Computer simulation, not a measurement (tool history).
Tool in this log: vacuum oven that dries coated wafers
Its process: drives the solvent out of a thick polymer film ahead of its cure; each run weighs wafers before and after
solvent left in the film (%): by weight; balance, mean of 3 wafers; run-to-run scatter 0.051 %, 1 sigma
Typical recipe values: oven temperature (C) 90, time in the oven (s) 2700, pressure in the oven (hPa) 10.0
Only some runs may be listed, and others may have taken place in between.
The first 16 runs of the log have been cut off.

run	hour	oven temperature (C)	time in the oven (s)	pressure in the oven (hPa)	hours of work since the thermocouples were calibrated	hours of work since the vacuum gauge was cleaned of residue	solvent left in the film (%)
17	225.7	90	4440	10.0	1573	231	0.54
# hour 231.6: oven's thermocouples calibrated
18	237.8	90	4440	10.0	3	236	0.43
19	248.4	90	2700	10.0	8	241	0.99
20	266.6	103	4440	7.7	17	250	0.14
21	274.2	103	4440	7.7	21	254	0.19
22	292.3	103	4440	7.7	30	263	0.09
23	306.5	96	2100	7.7	37	270	0.72
24	324.5	90	1440	10.0	46	279	3.16
25	335.5	90	3120	17.2	52	285	1.06
26	351.7	90	3120	17.2	60	293	0.96
27	360.7	90	3120	17.2	64	297	0.97
28	373.0	90	3120	29.4	71	303	1.41
29	382.3	90	3120	29.4	75	308	1.50
30	395.8	86	1500	12.4	82	315	4.26
31	403.3	90	2100	17.2	86	319	1.92
32	412.2	90	2100	17.2	90	323	1.90
33	427.7	90	2100	17.2	98	331	1.83
34	445.2	87	2580	5.4	107	340	1.55
35	460.1	100	3360	13.2	114	347	0.30
36	476.7	100	3360	13.2	122	355	0.27
37	494.4	100	3360	13.2	131	364	0.33
38	510.6	103	3540	13.2	139	372	0.21

Predict each of these 3 candidate next runs independently; none follows another, all start after run 38:
A	523.9	105	2040	21.4	146	379	?
B	523.9	96	2520	10.3	146	379	?
C	523.9	88	3420	13.2	146	379	?

run	solvent left in the film (%)
A	0.50
B	0.52
C	1.08
What these runs would have given with no unlogged condition in the tool:
run	solvent left in the film (%)
A	0.49
B	0.51
C	1.08

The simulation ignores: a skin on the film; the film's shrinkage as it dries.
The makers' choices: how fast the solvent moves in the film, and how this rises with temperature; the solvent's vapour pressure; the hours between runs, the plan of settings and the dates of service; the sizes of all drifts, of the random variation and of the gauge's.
